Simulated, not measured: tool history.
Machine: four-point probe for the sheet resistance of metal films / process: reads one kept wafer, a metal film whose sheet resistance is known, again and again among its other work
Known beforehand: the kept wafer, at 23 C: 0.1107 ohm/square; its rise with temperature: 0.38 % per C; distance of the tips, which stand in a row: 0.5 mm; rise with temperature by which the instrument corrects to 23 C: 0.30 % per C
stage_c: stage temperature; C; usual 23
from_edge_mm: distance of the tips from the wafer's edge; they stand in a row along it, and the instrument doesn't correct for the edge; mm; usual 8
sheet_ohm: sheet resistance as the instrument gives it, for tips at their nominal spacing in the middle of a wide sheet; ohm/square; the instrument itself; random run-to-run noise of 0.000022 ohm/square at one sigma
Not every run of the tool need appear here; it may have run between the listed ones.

run,hour,stage_c,from_edge_mm,sheet_ohm
1,0,23,8,0.111309
2,15.6,23,8,0.111336
3,35.2,23,8,0.111304
4,55.7,23,52,0.111146
5,84.3,23,52,0.111152
6,100.8,23,8,0.111317
7,128.6,23,8,0.111386
8,156.3,23,4,0.112069
9,173.9,23,7,0.111396
10,195.7,23,8,0.11136
11,210.8,23,8,0.111366
12,231.4,23,8,0.111386
13,254.3,23,28,0.111166
14,270.6,23,8,0.111353
15,289.8,23,46,0.111162
16,310.8,23,46,0.111172
17,328.4,21,8,0.111248
18,341.8,21,8,0.111231
19,365.7,23,8,0.111426
20,390.1,23,4,0.112121
21,410.3,23,4,0.112108
22,427.7,32,8,0.112234
23,448.8,23,4,0.112104
24,461.6,23,4,0.11214
25,488.2,27,27,0.111583
26,506.5,27,27,0.111566
27,524.4,27,27,0.111648
28,540.8,27,27,0.111611
29,563.5,20,16,0.110935
30,584.2,32,41,0.112071
31,605.7,32,41,0.112054
32,633.1,32,41,0.112064
33,652.1,27,14,0.111628
34,673.7,19,17,0.110917
35,687.6,18,19,0.110774
36,706.8,18,19,0.110754
37,735.6,23,3,0.112854
38,757,18,67,0.110773
39,786.1,34,22,0.112259
40,799.7,19,23,0.110867
41,816.4,19,9,0.111071
42,833.3,19,9,0.111034

For some of the steps in sheet_ohm from one run to the next: how much would appear even if the tool had no hidden state, given the settings, what came in and random variation, and how much remains for the hidden state plus any gauge scatter that the measured result and the result without hidden state don't share?
Hidden state at play: inner tips' distance over the nominal, %; tips' flats over new ones', %; wafer's true temperature over the reading, C; drift of the gauge itself on sheet_ohm, %.
Run 19 -> 20: from_edge_mm 8 -> 4. sheet_ohm +0.000695 ohm/square: hidden state +0.000008, all else +0.000687.
Run 22 -> 23: stage_c 32 -> 23, from_edge_mm 8 -> 4. sheet_ohm -0.00013 ohm/square: hidden state +0.000008, all else -0.000138.
Run 36 -> 37: stage_c 18 -> 23, from_edge_mm 19 -> 3. sheet_ohm +0.0021 ohm/square: hidden state +0.000012, all else +0.002088.
Run 37 -> 38: stage_c 23 -> 18, from_edge_mm 3 -> 67. sheet_ohm -0.002081 ohm/square: hidden state -0.000003, all else -0.002078.
Run 38 -> 39: stage_c 18 -> 34, from_edge_mm 67 -> 22. sheet_ohm +0.001486 ohm/square: hidden state +0.000003, all else +0.001483.

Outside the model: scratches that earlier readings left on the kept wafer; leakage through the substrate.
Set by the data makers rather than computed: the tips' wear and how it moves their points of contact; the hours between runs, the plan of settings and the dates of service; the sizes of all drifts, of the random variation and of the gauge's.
